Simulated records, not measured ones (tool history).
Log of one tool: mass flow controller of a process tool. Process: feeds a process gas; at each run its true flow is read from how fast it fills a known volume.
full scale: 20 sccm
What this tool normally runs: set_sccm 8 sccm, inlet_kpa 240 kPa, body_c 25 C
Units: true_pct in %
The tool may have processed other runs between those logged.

| run | hour | set_sccm | inlet_kpa | body_c | true_pct |
|---|---|---|---|---|---|
| 1 | 0 | 8 | 240 | 25 | 99.78 |
| 2 | 72.4 | 8 | 240 | 25 | 99.69 |
| 3 | 156 | 3 | 240 | 25 | 99.32 |
| 4 | 210 | 3 | 240 | 25 | 99.33 |
| 5 | 285.9 | 3 | 240 | 25 | 99.2 |
| 6 | 370.2 | 8 | 146 | 25 | 99 |
| 7 | 445.2 | 8 | 169 | 24 | 99.05 |
| 8 | 529.6 | 8 | 169 | 24 | 98.94 |
| 9 | 621.3 | 14 | 197 | 22 | 99.13 |
| 10 | 706.2 | 14 | 174 | 39 | 100.77 |

What if the next run were any one of these 3? Each begins from the tool's condition after run 10:
| A | 798.7 | 18 | 259 | 28 | ? |
| B | 798.7 | 3 | 240 | 25 | ? |
| C | 798.7 | 14 | 152 | 39 | ? |

| run | true_pct |
|---|---|
| A | 100.15 |
| B | 98.89 |
| C | 100.39 |
With no hidden state in the tool, these same runs would have given:
| run | true_pct |
|---|---|
| A | 100.54 |
| B | 99.26 |
| C | 100.78 |

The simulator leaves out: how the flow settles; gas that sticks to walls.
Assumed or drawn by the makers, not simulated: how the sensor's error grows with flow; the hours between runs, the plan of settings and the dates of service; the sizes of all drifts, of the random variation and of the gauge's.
